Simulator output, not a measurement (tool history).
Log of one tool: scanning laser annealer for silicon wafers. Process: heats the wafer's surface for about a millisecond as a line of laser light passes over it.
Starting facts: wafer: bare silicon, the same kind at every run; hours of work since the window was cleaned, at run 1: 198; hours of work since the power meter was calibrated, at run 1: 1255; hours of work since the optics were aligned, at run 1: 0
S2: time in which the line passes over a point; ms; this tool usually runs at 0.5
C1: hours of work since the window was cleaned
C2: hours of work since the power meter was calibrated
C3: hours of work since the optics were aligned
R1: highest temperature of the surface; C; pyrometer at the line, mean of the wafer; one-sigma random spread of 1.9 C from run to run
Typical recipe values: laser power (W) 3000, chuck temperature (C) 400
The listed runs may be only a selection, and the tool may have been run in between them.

{"run": 1, "hour": 0.0, "laser power (W)": 3000, "S2": 0.5, "chuck temperature (C)": 400, "C1": 198, "C2": 1255, "C3": 0, "R1": 1127}
{"run": 2, "hour": 54.8, "laser power (W)": 3000, "S2": 0.5, "chuck temperature (C)": 400, "C1": 223, "C2": 1281, "C3": 26, "R1": 1127}
{"run": 3, "hour": 139.6, "laser power (W)": 3000, "S2": 0.5, "chuck temperature (C)": 400, "C1": 263, "C2": 1321, "C3": 65, "R1": 1126}
{"run": 4, "hour": 206.2, "laser power (W)": 3000, "S2": 0.5, "chuck temperature (C)": 400, "C1": 294, "C2": 1352, "C3": 97, "R1": 1125}
{"run": 5, "hour": 256.5, "laser power (W)": 3000, "S2": 0.5, "chuck temperature (C)": 400, "C1": 318, "C2": 1376, "C3": 120, "R1": 1129}
{"run": 6, "hour": 324.6, "laser power (W)": 3000, "S2": 0.5, "chuck temperature (C)": 400, "C1": 350, "C2": 1408, "C3": 152, "R1": 1128}
{"run": 7, "hour": 403.9, "laser power (W)": 3000, "S2": 0.5, "chuck temperature (C)": 400, "C1": 387, "C2": 1445, "C3": 190, "R1": 1129}
{"run": 8, "hour": 487.3, "laser power (W)": 3000, "S2": 0.5, "chuck temperature (C)": 400, "C1": 426, "C2": 1484, "C3": 229, "R1": 1124}
{"run": 9, "hour": 544.1, "laser power (W)": 3000, "S2": 0.5, "chuck temperature (C)": 400, "C1": 453, "C2": 1511, "C3": 255, "R1": 1125}
{"run": 10, "hour": 625.9, "laser power (W)": 2873, "S2": 0.429, "chuck temperature (C)": 395, "C1": 491, "C2": 1549, "C3": 294, "R1": 1037}
{"run": 11, "hour": 710.1, "laser power (W)": 3003, "S2": 0.373, "chuck temperature (C)": 395, "C1": 531, "C2": 1589, "C3": 333, "R1": 1021}
{"run": 12, "hour": 751.8, "laser power (W)": 3199, "S2": 0.367, "chuck temperature (C)": 395, "C1": 550, "C2": 1608, "C3": 353, "R1": 1053}
{"run": 13, "hour": 821.9, "laser power (W)": 2584, "S2": 0.367, "chuck temperature (C)": 395, "C1": 583, "C2": 1641, "C3": 386, "R1": 925}
{"run": 14, "hour": 886.9, "laser power (W)": 3083, "S2": 0.541, "chuck temperature (C)": 387, "C1": 614, "C2": 1671, "C3": 416, "R1": 1162}
{"run": 15, "hour": 936.9, "laser power (W)": 3083, "S2": 0.439, "chuck temperature (C)": 368, "C1": 637, "C2": 1695, "C3": 440, "R1": 1064}
{"run": 16, "hour": 996.3, "laser power (W)": 3083, "S2": 0.439, "chuck temperature (C)": 368, "C1": 665, "C2": 1723, "C3": 468, "R1": 1070}
{"run": 17, "hour": 1030.7, "laser power (W)": 3083, "S2": 0.454, "chuck temperature (C)": 402, "C1": 681, "C2": 1739, "C3": 484, "R1": 1115}

Branching from run 17: 3 alternative next runs. What would each branch give?
{"run": "A", "hour": 1114.7, "laser power (W)": 2982, "S2": 0.5, "chuck temperature (C)": 418, "C1": 721, "C2": 1778, "C3": 523, "R1": "?"}
{"run": "B", "hour": 1114.7, "laser power (W)": 3221, "S2": 0.501, "chuck temperature (C)": 377, "C1": 721, "C2": 1778, "C3": 523, "R1": "?"}
{"run": "C", "hour": 1114.7, "laser power (W)": 3077, "S2": 0.447, "chuck temperature (C)": 423, "C1": 721, "C2": 1778, "C3": 523, "R1": "?"}

run=A R1=1138
run=B R1=1162
run=C R1=1124
Take away the tool's hidden state, keep each run's random variation, and the runs would have read:
run=A R1=1139
run=B R1=1163
run=C R1=1125
